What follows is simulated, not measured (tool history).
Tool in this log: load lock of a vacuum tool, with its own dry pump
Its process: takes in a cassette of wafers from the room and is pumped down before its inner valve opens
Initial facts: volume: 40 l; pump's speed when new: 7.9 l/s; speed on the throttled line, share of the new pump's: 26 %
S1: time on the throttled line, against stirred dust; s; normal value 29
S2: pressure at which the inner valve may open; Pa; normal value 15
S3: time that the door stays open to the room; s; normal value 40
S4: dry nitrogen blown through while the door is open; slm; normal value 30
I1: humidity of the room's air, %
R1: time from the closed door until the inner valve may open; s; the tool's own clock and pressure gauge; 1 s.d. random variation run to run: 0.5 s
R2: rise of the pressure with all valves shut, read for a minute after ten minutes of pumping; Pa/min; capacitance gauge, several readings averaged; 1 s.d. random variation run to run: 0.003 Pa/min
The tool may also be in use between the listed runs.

run,hour,S1,S2,S3,S4,I1,R1,R2
1,0.0,29,15,40,30,44.9,74.4,0.221
2,186.9,29,15,40,30,43.3,73.8,0.220
3,378.1,29,15,40,30,46.6,74.4,0.235
4,710.2,29,15,40,6,45.5,74.9,0.263
5,877.1,29,15,40,22,48.0,75.5,0.256
6,1209.9,29,15,40,22,44.7,77.3,0.259
7,1496.9,29,15,40,30,46.3,75.4,0.277
8,1729.8,29,15,40,30,45.1,77.0,0.287
9,1894.8,29,15,40,30,45.1,78.1,0.291

What does the tool deliver on the next run?
10,2114.5,16,26,238,30,46.7,?,?

Run 10 came out at R1 64.7 s, R2 0.323 Pa/min.
On a tool with no hidden condition, and with the same random variation, this run would have come out at R1 53.4 s, R2 0.047 Pa/min.
